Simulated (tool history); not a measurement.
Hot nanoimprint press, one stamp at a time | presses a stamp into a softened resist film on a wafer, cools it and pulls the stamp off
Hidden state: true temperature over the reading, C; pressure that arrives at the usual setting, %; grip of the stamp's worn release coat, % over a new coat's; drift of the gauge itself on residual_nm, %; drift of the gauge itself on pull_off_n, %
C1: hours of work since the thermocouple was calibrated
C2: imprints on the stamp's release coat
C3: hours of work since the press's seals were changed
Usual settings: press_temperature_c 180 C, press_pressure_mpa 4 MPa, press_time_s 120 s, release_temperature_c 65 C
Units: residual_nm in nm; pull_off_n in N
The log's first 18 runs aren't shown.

Run 19, hour 230.7: usual settings but press_temperature_c 172 C, press_pressure_mpa 4.9 MPa, press_time_s 193 s, release_temperature_c 66 C; C1 274; C2 410; C3 226. Result: residual_nm 164.6 nm, pull_off_n 201 N.
Run 20, hour 246.8: usual settings but press_pressure_mpa 5.3 MPa; C1 285; C2 444; C3 238. Result: residual_nm 132.4 nm, pull_off_n 212 N.
Run 21, hour 260.6: usual settings but press_temperature_c 181 C, release_temperature_c 72 C; C1 294; C2 473; C3 247. Result: residual_nm 142.6 nm, pull_off_n 172 N.
Run 22, hour 270.5: usual settings but press_pressure_mpa 3.21 MPa, press_time_s 111 s; C1 301; C2 493; C3 254. Result: residual_nm 170.2 nm, pull_off_n 211 N.
Run 23, hour 284.8: usual settings but press_temperature_c 184 C, press_pressure_mpa 4.83 MPa, press_time_s 104 s, release_temperature_c 60 C; C1 311; C2 523; C3 264. Result: residual_nm 124.4 nm, pull_off_n 225 N.
Run 24, hour 293.4: usual settings but press_temperature_c 184 C, press_pressure_mpa 4.07 MPa, press_time_s 104 s, release_temperature_c 68 C; C1 316; C2 541; C3 269. Result: residual_nm 132.8 nm, pull_off_n 191 N.
Run 25, hour 305: usual settings but press_pressure_mpa 5.94 MPa, press_time_s 156 s, release_temperature_c 57 C; C1 324; C2 565; C3 277. Result: residual_nm 114.7 nm, pull_off_n 255 N.
At hour 311.4: plate thermocouple calibrated.
Run 26, hour 324.9: usual settings but press_temperature_c 177 C; C1 9; C2 600; C3 289. Result: residual_nm 169.8 nm, pull_off_n 206 N.
Run 27, hour 334.7: usual settings but press_time_s 99 s, release_temperature_c 53 C; C1 16; C2 620; C3 296. Result: residual_nm 162.2 nm, pull_off_n 266 N.
Run 28, hour 349.3: usual settings but press_pressure_mpa 2.52 MPa, press_time_s 99 s, release_temperature_c 53 C; C1 26; C2 651; C3 306. Result: residual_nm 192.4 nm, pull_off_n 251 N.
Run 29, hour 365.2: usual settings but press_pressure_mpa 2.47 MPa, press_time_s 103 s, release_temperature_c 53 C; C1 37; C2 684; C3 317. Result: residual_nm 188.3 nm, pull_off_n 255 N.
Run 30, hour 372.9: usual settings but press_time_s 75 s, release_temperature_c 72 C; C1 42; C2 700; C3 322. Result: residual_nm 177.1 nm, pull_off_n 179 N.

Forecast each of these 3 alternatives for the next run:
Run A, hour 387.9: usual settings but press_time_s 90 s, release_temperature_c 72 C; C1 52; C2 731; C3 332. Result: residual_nm ?, pull_off_n ?.
Run B, hour 387.9: usual settings but press_time_s 90 s, release_temperature_c 72 C; C1 52; C2 731; C3 332. Result: residual_nm ?, pull_off_n ?.
Run C, hour 387.9: usual settings but press_temperature_c 189 C, press_pressure_mpa 4.63 MPa, press_time_s 221 s, release_temperature_c 72 C; C1 52; C2 731; C3 332. Result: residual_nm ?, pull_off_n ?.

run  residual_nm  pull_off_n
  A        167.9         179
  B        166.1         180
  C         74.1         180
Without the tool's hidden state the same runs would have given:
run  residual_nm  pull_off_n
  A        167.8         178
  B        166.1         179
  C         74.1         179

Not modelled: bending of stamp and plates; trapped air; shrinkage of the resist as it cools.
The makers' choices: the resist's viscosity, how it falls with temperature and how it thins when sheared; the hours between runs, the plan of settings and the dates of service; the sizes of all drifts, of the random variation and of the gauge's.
